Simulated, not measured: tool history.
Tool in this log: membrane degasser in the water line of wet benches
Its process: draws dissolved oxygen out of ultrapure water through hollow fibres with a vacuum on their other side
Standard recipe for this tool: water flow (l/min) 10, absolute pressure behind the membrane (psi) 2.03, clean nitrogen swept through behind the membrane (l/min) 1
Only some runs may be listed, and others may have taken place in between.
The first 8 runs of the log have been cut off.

run	hour	water flow (l/min)	absolute pressure behind the membrane (psi)	clean nitrogen swept through behind the membrane (l/min)	dissolved oxygen in the water behind the degasser (ppb)	pressure that the water loses in the fibres (psi)
9	998.1	10	2.03	1	288.9	9.103
10	1076.6	10	2.03	1	292.9	9.111
11	1173	10	2.03	1	288.1	9.062
12	1320.7	10	2.03	1	293.5	9.136
13	1473.2	10	3.1	1	464.4	9.124
14	1602.1	10	3.1	1	456.6	9.114
15	1725	10	3.1	1	455.9	9.148
16	1824.1	10	3.1	1	467.2	9.137
17	1964.9	10	3.1	1	459.1	9.156
18	2115.2	7	2.03	1.62	137.7	6.451
19	2220.9	9	2.03	1.62	182.2	8.312
20	2350.3	9	2.03	1.32	215.7	8.303
21	2497.1	10	4.71	1.2	601.1	9.258
22	2599.9	6	2.03	1.89	105.4	5.475
23	2727.1	6	2.03	1.89	105.7	5.539
24	2836.6	14	2.03	1.45	315.5	12.885
25	3000.4	13	2.87	1.45	403.6	12.079
26	3147.6	14	2.03	1.06	392.7	12.933
27	3298.2	7	2.65	2.53	131.4	6.488
# hour 3328.5: vacuum gauge calibrated
28	3439.5	13	2.48	1.59	326.3	12.067
29	3585	13	2.48	1.59	324.1	12.053
30	3697.8	13	1.68	2.05	184.1	12.079
31	3764.9	13	1.68	2.05	186.4	12.024
32	3854	16	2.92	2.49	331	14.853
33	4012.1	10	2.16	1	316.9	9.329

Each row is a separate what-if for the run after 33, all from the same tool condition, not one after another. Results?
A	4168.2	11	5.06	2.47	?	?
B	4168.2	14	2.16	0.47	?	?
C	4168.2	15	2.03	1	?	?

run	dissolved oxygen in the water behind the degasser (ppb)	pressure that the water loses in the fibres (psi)
A	382.1	10.251
B	754	13.093
C	436	13.954
Stripped of hidden state, with their random variation kept, the same runs would have yielded:
run	dissolved oxygen in the water behind the degasser (ppb)	pressure that the water loses in the fibres (psi)
A	355.3	9.532
B	727.3	12.174
C	407.2	12.977
